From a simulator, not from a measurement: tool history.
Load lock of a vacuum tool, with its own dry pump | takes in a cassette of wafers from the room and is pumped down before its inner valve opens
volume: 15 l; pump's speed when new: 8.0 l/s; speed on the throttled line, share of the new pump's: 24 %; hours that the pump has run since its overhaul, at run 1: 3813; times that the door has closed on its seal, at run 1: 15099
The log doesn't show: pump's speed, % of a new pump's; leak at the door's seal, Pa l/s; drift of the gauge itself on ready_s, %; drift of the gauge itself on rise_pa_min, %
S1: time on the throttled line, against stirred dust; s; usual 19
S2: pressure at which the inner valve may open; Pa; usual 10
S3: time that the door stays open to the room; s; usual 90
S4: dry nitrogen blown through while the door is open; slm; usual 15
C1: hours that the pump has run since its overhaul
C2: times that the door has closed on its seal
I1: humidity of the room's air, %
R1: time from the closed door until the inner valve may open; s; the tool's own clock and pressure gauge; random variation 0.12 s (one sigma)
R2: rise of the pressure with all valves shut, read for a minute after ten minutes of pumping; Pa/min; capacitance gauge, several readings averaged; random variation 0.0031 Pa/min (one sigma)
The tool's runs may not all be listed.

Run 1, day 0.000: usual settings; C1 3813; C2 15099; I1 45.9. Result: R1 32.3 s, R2 0.149 Pa/min.
Run 2, day 3.850: usual settings but S3 91 s; C1 3906; C2 15542; I1 42.3. Result: R1 32.1 s, R2 0.139 Pa/min.
Run 3, day 7.754: usual settings but S3 91 s; C1 3999; C2 15991; I1 42.9. Result: R1 32.4 s, R2 0.145 Pa/min.
Run 4, day 10.971: usual settings but S3 91 s; C1 4077; C2 16362; I1 43.9. Result: R1 32.3 s, R2 0.142 Pa/min.
Run 5, day 13.183: usual settings but S3 91 s; C1 4130; C2 16617; I1 43.2. Result: R1 32.4 s, R2 0.154 Pa/min.
Run 6, day 16.733: usual settings but S1 37 s; C1 4215; C2 17025; I1 46.0. Result: R1 46.0 s, R2 0.153 Pa/min.
Run 7, day 19.754: usual settings but S1 37 s; C1 4287; C2 17373; I1 46.2. Result: R1 46.1 s, R2 0.155 Pa/min.
Run 8, day 23.042: usual settings but S1 37 s; C1 4366; C2 17752; I1 50.2. Result: R1 46.0 s, R2 0.162 Pa/min.
Run 9, day 26.550: usual settings but S1 37 s; C1 4451; C2 18156; I1 42.1. Result: R1 46.1 s, R2 0.143 Pa/min.
Run 10, day 30.054: usual settings but S1 27 s, S2 12 Pa, S3 49 s, S4 4 slm; C1 4535; C2 18559; I1 48.7. Result: R1 38.2 s, R2 0.153 Pa/min.
Run 11, day 32.300: usual settings but S3 100 s; C1 4588; C2 18817; I1 42.7. Result: R1 32.2 s, R2 0.162 Pa/min.
Run 12, day 37.000: usual settings but S1 22 s, S4 16 slm; C1 4701; C2 19358; I1 49.3. Result: R1 34.6 s, R2 0.165 Pa/min.
Run 13, day 39.638: usual settings but S2 16 Pa, S4 16 slm; C1 4765; C2 19662; I1 41.6. Result: R1 31.6 s, R2 0.165 Pa/min.
Run 14, day 42.567: usual settings but S2 16 Pa, S4 16 slm; C1 4835; C2 19999; I1 40.8. Result: R1 31.5 s, R2 0.157 Pa/min.

4 ways to go on from here, each from the tool as it stands after run 14. What would each give?
Run A, day 46.904: usual settings but S2 15 Pa, S4 16 slm; C1 4939; C2 20499; I1 47.0. Result: R1 ?, R2 ?.
Run B, day 46.904: usual settings but S1 22 s, S2 8 Pa; C1 4939; C2 20499; I1 47.5. Result: R1 ?, R2 ?.
Run C, day 46.904: usual settings but S1 12 s, S3 55 s; C1 4939; C2 20499; I1 46.9. Result: R1 ?, R2 ?.
Run D, day 46.904: usual settings but S2 17 Pa, S3 113 s, S4 6 slm; C1 4939; C2 20499; I1 43.1. Result: R1 ?, R2 ?.

run    R1     R2
  A  31.6  0.168
  B  35.0  0.173
  C  27.3  0.155
  D  31.3  0.203
Without the tool's hidden state the same runs would have given:
run    R1     R2
  A  31.1  0.084
  B  34.5  0.088
  C  26.7  0.070
  D  30.8  0.117
